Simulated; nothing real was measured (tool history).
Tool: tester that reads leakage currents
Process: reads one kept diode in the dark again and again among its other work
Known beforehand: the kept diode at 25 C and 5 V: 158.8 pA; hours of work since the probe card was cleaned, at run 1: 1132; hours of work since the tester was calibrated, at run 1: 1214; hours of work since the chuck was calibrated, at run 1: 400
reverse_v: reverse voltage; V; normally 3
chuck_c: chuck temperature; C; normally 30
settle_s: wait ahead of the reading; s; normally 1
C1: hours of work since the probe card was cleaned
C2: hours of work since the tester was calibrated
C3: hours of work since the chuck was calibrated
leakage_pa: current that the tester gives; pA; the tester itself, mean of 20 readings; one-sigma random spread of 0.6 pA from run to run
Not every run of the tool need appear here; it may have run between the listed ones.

{"run": 1, "hour": 0.0, "reverse_v": 3, "chuck_c": 30, "settle_s": 1, "C1": 1132, "C2": 1214, "C3": 400, "leakage_pa": 197.74}
{"run": 2, "hour": 112.5, "reverse_v": 3, "chuck_c": 30, "settle_s": 1, "C1": 1189, "C2": 1272, "C3": 458, "leakage_pa": 197.17}
{"run": 3, "hour": 187.8, "reverse_v": 3, "chuck_c": 30, "settle_s": 1, "C1": 1228, "C2": 1310, "C3": 497, "leakage_pa": 197.44}
{"run": 4, "hour": 293.7, "reverse_v": 3, "chuck_c": 30, "settle_s": 1, "C1": 1282, "C2": 1365, "C3": 551, "leakage_pa": 198.68}
{"run": 5, "hour": 366.5, "reverse_v": 3, "chuck_c": 30, "settle_s": 1, "C1": 1319, "C2": 1402, "C3": 588, "leakage_pa": 197.54}
{"run": 6, "hour": 476.5, "reverse_v": 3, "chuck_c": 30, "settle_s": 1, "C1": 1376, "C2": 1458, "C3": 645, "leakage_pa": 196.69}
{"run": 7, "hour": 549.1, "reverse_v": 3, "chuck_c": 30, "settle_s": 1, "C1": 1413, "C2": 1496, "C3": 682, "leakage_pa": 197.48}
{"run": 8, "hour": 598.1, "reverse_v": 3, "chuck_c": 30, "settle_s": 1, "C1": 1438, "C2": 1521, "C3": 707, "leakage_pa": 197.38}
{"run": 9, "hour": 677.2, "reverse_v": 3, "chuck_c": 24, "settle_s": 1, "C1": 1479, "C2": 1561, "C3": 747, "leakage_pa": 113.66}
{"run": 10, "hour": 775.0, "reverse_v": 3, "chuck_c": 30, "settle_s": 1, "C1": 1529, "C2": 1611, "C3": 798, "leakage_pa": 197.96}
{"run": 11, "hour": 864.4, "reverse_v": 11.97, "chuck_c": 30, "settle_s": 1, "C1": 1575, "C2": 1657, "C3": 843, "leakage_pa": 389.23}
{"run": 12, "hour": 918.6, "reverse_v": 3, "chuck_c": 30, "settle_s": 1, "C1": 1603, "C2": 1685, "C3": 871, "leakage_pa": 197.49}
{"run": 13, "hour": 1010.9, "reverse_v": 1.57, "chuck_c": 30, "settle_s": 1.17, "C1": 1650, "C2": 1732, "C3": 919, "leakage_pa": 144.96}
{"run": 14, "hour": 1071.7, "reverse_v": 3.6, "chuck_c": 30, "settle_s": 4.82, "C1": 1681, "C2": 1764, "C3": 950, "leakage_pa": 215.62}
{"run": 15, "hour": 1121.0, "reverse_v": 3.6, "chuck_c": 30, "settle_s": 4.82, "C1": 1706, "C2": 1789, "C3": 975, "leakage_pa": 216.24}
{"run": 16, "hour": 1236.5, "reverse_v": 13.54, "chuck_c": 30, "settle_s": 1, "C1": 1766, "C2": 1848, "C3": 1034, "leakage_pa": 415.22}
{"run": 17, "hour": 1302.8, "reverse_v": 3, "chuck_c": 29, "settle_s": 1, "C1": 1800, "C2": 1882, "C3": 1068, "leakage_pa": 180.72}
{"run": 18, "hour": 1414.1, "reverse_v": 4.21, "chuck_c": 41, "settle_s": 8.45, "C1": 1857, "C2": 1939, "C3": 1125, "leakage_pa": 613.3}
{"run": 19, "hour": 1515.1, "reverse_v": 4.21, "chuck_c": 35, "settle_s": 0.8, "C1": 1908, "C2": 1991, "C3": 1177, "leakage_pa": 364.71}
{"run": 20, "hour": 1587.7, "reverse_v": 6.22, "chuck_c": 30, "settle_s": 1.8, "C1": 1946, "C2": 2028, "C3": 1214, "leakage_pa": 281.68}
{"run": 21, "hour": 1661.3, "reverse_v": 2.66, "chuck_c": 43, "settle_s": 2.64, "C1": 1983, "C2": 2066, "C3": 1252, "leakage_pa": 574.84}
{"run": 22, "hour": 1772.9, "reverse_v": 2.66, "chuck_c": 43, "settle_s": 2.64, "C1": 2041, "C2": 2123, "C3": 1309, "leakage_pa": 579.84}
{"run": 23, "hour": 1865.9, "reverse_v": 2.66, "chuck_c": 43, "settle_s": 2.64, "C1": 2088, "C2": 2171, "C3": 1357, "leakage_pa": 583.05}
{"run": 24, "hour": 1914.5, "reverse_v": 2.66, "chuck_c": 43, "settle_s": 2.64, "C1": 2113, "C2": 2196, "C3": 1382, "leakage_pa": 578.74}

Each row is a separate what-if for the run after 24, all from the same tool condition, not one after another. Results?
{"run": "A", "hour": 1989.9, "reverse_v": 1.93, "chuck_c": 30, "settle_s": 1, "C1": 2152, "C2": 2234, "C3": 1421, "leakage_pa": "?"}
{"run": "B", "hour": 1989.9, "reverse_v": 15.99, "chuck_c": 21, "settle_s": 0.98, "C1": 2152, "C2": 2234, "C3": 1421, "leakage_pa": "?"}
{"run": "C", "hour": 1989.9, "reverse_v": 2.33, "chuck_c": 50, "settle_s": 3.13, "C1": 2152, "C2": 2234, "C3": 1421, "leakage_pa": "?"}

run=A leakage_pa=159.67
run=B leakage_pa=195.56
run=C leakage_pa=965.24
The same runs, with their run-to-run variation unchanged, on a tool lacking any hidden condition would have given:
run=A leakage_pa=160.02
run=B leakage_pa=195.43
run=C leakage_pa=967.42
